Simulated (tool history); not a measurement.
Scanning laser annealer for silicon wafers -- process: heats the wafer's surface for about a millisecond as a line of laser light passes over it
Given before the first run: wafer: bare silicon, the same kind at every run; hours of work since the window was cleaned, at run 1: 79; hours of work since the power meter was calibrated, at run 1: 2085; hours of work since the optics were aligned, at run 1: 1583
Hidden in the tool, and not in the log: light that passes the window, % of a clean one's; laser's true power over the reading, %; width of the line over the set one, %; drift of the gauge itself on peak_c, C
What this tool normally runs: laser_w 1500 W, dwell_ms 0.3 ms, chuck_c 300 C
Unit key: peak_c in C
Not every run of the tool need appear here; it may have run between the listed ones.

| run | hour | laser_w | dwell_ms | chuck_c | hours of work since the window was cleaned | hours of work since the power meter was calibrated | hours of work since the optics were aligned | peak_c |
|---|---|---|---|---|---|---|---|---|
| 1 | 0 | 1500 | 0.3 | 300 | 79 | 2085 | 1583 | 1017 |
| 2 | 49.6 | 1500 | 0.3 | 300 | 118 | 2125 | 1622 | 1017 |
|  | 64.5 | optics aligned, line set to its width |
| 3 | 120 | 1500 | 0.3 | 300 | 170 | 2177 | 44 | 1017 |
| 4 | 189.2 | 1500 | 0.3 | 300 | 225 | 2232 | 99 | 1016 |
| 5 | 222.5 | 1500 | 0.3 | 300 | 252 | 2258 | 126 | 1010 |
| 6 | 279.4 | 1500 | 0.3 | 300 | 297 | 2304 | 171 | 1010 |
|  | 297.8 | window over the wafer cleaned |
| 7 | 329.6 | 1500 | 0.3 | 300 | 25 | 2342 | 210 | 1028 |
| 8 | 376.9 | 1500 | 0.3 | 300 | 63 | 2380 | 247 | 1026 |
| 9 | 425.8 | 1500 | 0.3 | 300 | 102 | 2419 | 286 | 1027 |
| 10 | 474.2 | 1500 | 0.3 | 331 | 141 | 2457 | 325 | 1053 |
| 11 | 505.9 | 1500 | 0.3 | 331 | 166 | 2483 | 350 | 1052 |
| 12 | 543.2 | 1500 | 0.3 | 331 | 196 | 2512 | 380 | 1049 |
| 13 | 609.3 | 1500 | 0.3 | 313 | 248 | 2565 | 433 | 1027 |
| 14 | 678 | 1500 | 0.3 | 313 | 303 | 2620 | 487 | 1027 |
|  | 689 | window over the wafer cleaned |
| 15 | 711.4 | 1500 | 0.3 | 300 | 18 | 2645 | 512 | 1031 |
| 16 | 783.5 | 1500 | 0.378 | 300 | 75 | 2702 | 570 | 1132 |
| 17 | 813.7 | 1500 | 0.378 | 300 | 99 | 2726 | 594 | 1127 |
| 18 | 845.2 | 1500 | 0.3 | 300 | 125 | 2752 | 619 | 1023 |
| 19 | 889.6 | 1500 | 0.3 | 300 | 160 | 2787 | 654 | 1021 |
| 20 | 957.4 | 1500 | 0.3 | 301 | 214 | 2841 | 708 | 1020 |
| 21 | 988 | 1578 | 0.3 | 279 | 238 | 2865 | 733 | 1034 |
| 22 | 1049.3 | 1500 | 0.234 | 300 | 287 | 2914 | 782 | 917 |
|  | 1080.2 | window over the wafer cleaned |
| 23 | 1085.2 | 1501 | 0.3 | 337 | 4 | 2941 | 809 | 1069 |
| 24 | 1140.7 | 1448 | 0.3 | 337 | 48 | 2986 | 853 | 1042 |
| 25 | 1204.4 | 1382 | 0.3 | 269 | 99 | 3036 | 904 | 936 |
| 26 | 1264.1 | 1314 | 0.227 | 319 | 147 | 3084 | 951 | 856 |
| 27 | 1300.2 | 1314 | 0.227 | 339 | 175 | 3113 | 980 | 875 |
| 28 | 1355.7 | 1572 | 0.343 | 287 | 220 | 3157 | 1024 | 1105 |
| 29 | 1427.2 | 1572 | 0.343 | 287 | 277 | 3214 | 1081 | 1102 |
|  | 1471.1 | window over the wafer cleaned |
| 30 | 1502.1 | 1572 | 0.343 | 287 | 25 | 3272 | 1139 | 1118 |
| 31 | 1563.2 | 1315 | 0.352 | 321 | 73 | 3321 | 1188 | 1020 |
| 32 | 1630.6 | 1353 | 0.352 | 329 | 127 | 3374 | 1242 | 1045 |
| 33 | 1681.1 | 1388 | 0.329 | 266 | 167 | 3415 | 1282 | 971 |
| 34 | 1735.3 | 1464 | 0.345 | 266 | 211 | 3458 | 1325 | 1025 |
| 35 | 1776 | 1414 | 0.214 | 300 | 243 | 3490 | 1358 | 856 |
| 36 | 1841.7 | 1624 | 0.313 | 297 | 295 | 3543 | 1410 | 1095 |
|  | 1862 | window over the wafer cleaned |
| 37 | 1875.9 | 1536 | 0.303 | 317 | 11 | 3568 | 1436 | 1074 |
| 38 | 1923.2 | 1536 | 0.314 | 309 | 49 | 3606 | 1473 | 1079 |
| 39 | 1990 | 1509 | 0.258 | 300 | 102 | 3659 | 1527 | 971 |
| 40 | 2021 | 1362 | 0.3 | 274 | 127 | 3684 | 1551 | 928 |

Hidden state or all else? Some run-to-run changes of peak_c, split into what the settings, what came in and random variation would give without the hidden state, and what is left for the hidden state (with any gauge scatter that isn't in both results):
Run 6 -> 7: window over the wafer cleaned. peak_c +18 C: hidden state +19, all else -1.
Run 22 -> 23: laser_w 1500 -> 1501, dwell_ms 0.234 -> 0.3, chuck_c 300 -> 337, window over the wafer cleaned. peak_c +152 C: hidden state +20, all else +132.
Run 27 -> 28: laser_w 1314 -> 1572, dwell_ms 0.227 -> 0.343, chuck_c 339 -> 287. peak_c +230 C: hidden state +0, all else +230.
Run 29 -> 30: window over the wafer cleaned. peak_c +16 C: hidden state +19, all else -3.
Run 34 -> 35: laser_w 1464 -> 1414, dwell_ms 0.345 -> 0.214, chuck_c 266 -> 300. peak_c -169 C: hidden state -3, all else -166.
Run 35 -> 36: laser_w 1414 -> 1624, dwell_ms 0.214 -> 0.313, chuck_c 300 -> 297. peak_c +239 C: hidden state -3, all else +242.
